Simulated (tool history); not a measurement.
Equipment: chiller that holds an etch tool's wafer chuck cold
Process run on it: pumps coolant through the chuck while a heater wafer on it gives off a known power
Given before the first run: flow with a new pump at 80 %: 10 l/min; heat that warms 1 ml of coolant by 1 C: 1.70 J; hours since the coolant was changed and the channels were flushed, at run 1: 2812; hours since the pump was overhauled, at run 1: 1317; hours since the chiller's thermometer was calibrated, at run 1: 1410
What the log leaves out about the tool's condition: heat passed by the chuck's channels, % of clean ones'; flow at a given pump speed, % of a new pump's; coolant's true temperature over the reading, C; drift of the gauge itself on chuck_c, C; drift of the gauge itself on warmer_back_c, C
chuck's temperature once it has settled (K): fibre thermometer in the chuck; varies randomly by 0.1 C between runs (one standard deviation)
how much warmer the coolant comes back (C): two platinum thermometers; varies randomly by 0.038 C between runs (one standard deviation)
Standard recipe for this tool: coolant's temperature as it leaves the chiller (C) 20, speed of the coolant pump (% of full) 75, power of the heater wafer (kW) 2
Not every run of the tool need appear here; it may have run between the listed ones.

| run | hour | coolant's temperature as it leaves the chiller (C) | speed of the coolant pump (% of full) | power of the heater wafer (kW) | hours since the coolant was changed and the channels were flushed | hours since the pump was overhauled | hours since the chiller's thermometer was calibrated | chuck's temperature once it has settled (K) | how much warmer the coolant comes back (C) |
|---|---|---|---|---|---|---|---|---|---|
| 1 | 0 | 20 | 75 | 2 | 2812 | 1317 | 1410 | 307.15 | 7.56 |
| 2 | 36.9 | 12 | 75 | 2 | 2849 | 1354 | 1447 | 299.05 | 7.52 |
| 3 | 96.2 | 20 | 75 | 1.115 | 2909 | 1413 | 1506 | 300.95 | 4.27 |
| 4 | 135.5 | 20 | 75 | 1.115 | 2948 | 1452 | 1546 | 301.15 | 4.2 |
| 5 | 167.9 | 26 | 75 | 2 | 2980 | 1485 | 1578 | 313.15 | 7.56 |
| 6 | 213 | 26 | 75 | 2 | 3025 | 1530 | 1623 | 312.95 | 7.63 |
| 7 | 248.1 | 20 | 75 | 2 | 3060 | 1565 | 1658 | 307.05 | 7.64 |
| 8 | 318.1 | 20 | 75 | 2 | 3131 | 1635 | 1728 | 307.35 | 7.6 |
| 9 | 374.2 | 20 | 81 | 2 | 3187 | 1691 | 1784 | 306.05 | 6.98 |
| 10 | 421.3 | 20 | 81 | 2 | 3234 | 1738 | 1832 | 306.15 | 6.98 |
| 11 | 474.6 | 20 | 92 | 2.903 | 3287 | 1791 | 1885 | 309.55 | 8.8 |
| 12 | 506.5 | 27 | 75 | 2 | 3319 | 1823 | 1917 | 314.15 | 7.61 |
| 13 | 545.5 | 21 | 64 | 2 | 3358 | 1862 | 1956 | 310.65 | 9.14 |
| 14 | 591.4 | 21 | 64 | 2 | 3404 | 1908 | 2002 | 310.75 | 9.14 |
|  | 608.7 | coolant changed, channels flushed |
| 15 | 665.7 | 11 | 64 | 2.935 | 57 | 1976 | 2070 | 308.45 | 13.37 |
| 16 | 695.9 | 11 | 99 | 1.801 | 87 | 2007 | 2100 | 293.65 | 5.14 |

5 ways to go on from here, each from the tool as it stands after run 16. What would each give?
| A | 754.8 | 10 | 96 | 1.377 | 146 | 2066 | 2159 | ? | ? |
| B | 754.8 | 15 | 75 | 2.212 | 146 | 2066 | 2159 | ? | ? |
| C | 754.8 | 23 | 89 | 1.801 | 146 | 2066 | 2159 | ? | ? |
| D | 754.8 | 11 | 98 | 1.801 | 146 | 2066 | 2159 | ? | ? |
| E | 754.8 | 21 | 72 | 1.004 | 146 | 2066 | 2159 | ? | ? |

| run | chuck's temperature once it has settled (K) | how much warmer the coolant comes back (C) |
|---|---|---|
| A | 290.65 | 4.09 |
| B | 303.65 | 8.56 |
| C | 306.75 | 5.79 |
| D | 293.85 | 5.2 |
| E | 301.45 | 4.14 |
Without the tool's unlogged condition, the same runs would have read:
| run | chuck's temperature once it has settled (K) | how much warmer the coolant comes back (C) |
|---|---|---|
| A | 290.65 | 3.94 |
| B | 303.65 | 8.4 |
| C | 306.75 | 5.64 |
| D | 293.85 | 5.04 |
| E | 301.45 | 3.99 |
